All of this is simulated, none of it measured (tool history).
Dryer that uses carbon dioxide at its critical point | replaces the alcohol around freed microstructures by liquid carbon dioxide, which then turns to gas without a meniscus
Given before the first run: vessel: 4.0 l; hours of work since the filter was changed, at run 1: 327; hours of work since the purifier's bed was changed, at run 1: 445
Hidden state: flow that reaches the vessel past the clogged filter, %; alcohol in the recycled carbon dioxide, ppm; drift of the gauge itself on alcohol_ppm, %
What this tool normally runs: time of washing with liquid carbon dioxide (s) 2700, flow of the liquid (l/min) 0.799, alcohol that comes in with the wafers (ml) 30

run     day  time of washing with liquid carbon dioxide (s)  flow of the liquid (l/min)  alcohol that comes in with the wafers (ml)  hours of work since the filter was changed  hours of work since the purifier's bed was changed  alcohol left in the vessel before it's heated (ppm by volume)
  1   0.000                                            2700                       0.799                                          30                                         327                                                 445                                                            108
  2   1.871                                            2700                       0.799                                         112                                         345                                                 463                                                            109
  3   3.846                                            2700                       0.799                                          30                                         364                                                 481                                                            112
  4   5.808                                            2700                       0.799                                          30                                         382                                                 500                                                            113
  5   7.738                                            2700                       0.799                                          30                                         400                                                 518                                                            115
  6   9.375                                            2700                       0.799                                          55                                         416                                                 534                                                            120
  7  10.383                                            2700                       0.638                                          30                                         425                                                 543                                                            145
  8  12.512                                            2700                       0.799                                          30                                         446                                                 563                                                            126
     12.750  -- inlet filter changed
  9  14.175                                            2700                       0.799                                          30                                          13                                                 579                                                            116
 10  16.225                                            4140                       1.310                                          39                                          33                                                 598                                                            131
 11  17.392                                            2700                       1.027                                          24                                          44                                                 609                                                            125
 12  19.392                                            2700                       1.027                                          24                                          63                                                 628                                                            137
 13  21.196                                            2520                       1.064                                          24                                          80                                                 645                                                            129
 14  22.317                                            3900                       1.126                                          24                                          90                                                 656                                                            139
 15  23.546                                            3900                       1.126                                          24                                         102                                                 667                                                            138

3 ways to go on from here, each from the tool as it stands after run 15. What would each give?
  A  25.150                                            2700                       0.686                                          68                                         117                                                 682                                                              ?
  B  25.150                                            2040                       1.039                                          24                                         117                                                 682                                                              ?
  C  25.150                                            2700                       0.517                                          35                                         117                                                 682                                                              ?

run  alcohol left in the vessel before it's heated (ppm by volume)
  A                                                            164
  B                                                            140
  C                                                            197
Take away the tool's hidden state, keep each run's random variation, and the runs would have read:
run  alcohol left in the vessel before it's heated (ppm by volume)
  A                                                             20
  B                                                              4
  C                                                             51

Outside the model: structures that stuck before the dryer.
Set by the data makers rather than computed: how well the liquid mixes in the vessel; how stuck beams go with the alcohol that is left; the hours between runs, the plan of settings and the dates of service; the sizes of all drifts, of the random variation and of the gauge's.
